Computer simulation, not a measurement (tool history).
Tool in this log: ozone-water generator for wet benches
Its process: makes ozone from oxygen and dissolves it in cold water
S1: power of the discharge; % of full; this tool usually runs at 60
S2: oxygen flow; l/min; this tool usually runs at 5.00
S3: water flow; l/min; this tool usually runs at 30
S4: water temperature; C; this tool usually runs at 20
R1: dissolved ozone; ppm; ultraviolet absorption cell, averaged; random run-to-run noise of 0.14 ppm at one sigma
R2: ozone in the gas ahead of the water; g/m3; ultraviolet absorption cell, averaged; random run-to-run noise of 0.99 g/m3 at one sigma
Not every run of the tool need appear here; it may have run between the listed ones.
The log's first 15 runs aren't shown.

run    hour  S1    S2  S3  S4    R1     R2
 16  1311.9  46  7.20  24  20  15.1  112.1
 17  1391.8  53  5.00  21  27  16.1  150.9
 18  1451.1  73  6.42  31  25  17.2  175.1
     1547.5  -- electrodes of the discharge changed
 19  1547.5  94  5.00  42  13  17.7  246.6
 20  1656.1  94  5.00  42  13  17.9  245.3
     1750.5  -- contactor cleaned
 21  1750.5  94  5.00  42  13  18.0  246.1
 22  1814.3  62  5.34  42  13  12.5  167.3
 23  1925.4  66  5.34  44  25  11.5  175.7
 24  2008.3  66  5.34  44  25  11.4  175.7
 25  2110.2  48  5.00  30  20  12.7  139.2
 26  2158.5  60  5.00  45  18  10.8  167.6
 27  2249.4  60  5.00  45  18  10.9  169.0
 28  2317.6  98  5.14  22  20  29.2  249.4

Expected results for the next run?
 29  2388.5  98  5.14  22  20   ?   ?

{"run 29": {"R1": 29.6, "R2": 247.3}}
The same run, on a tool lacking any hidden state, would have yielded R1 29.6 ppm, R2 254.0 g/m3.
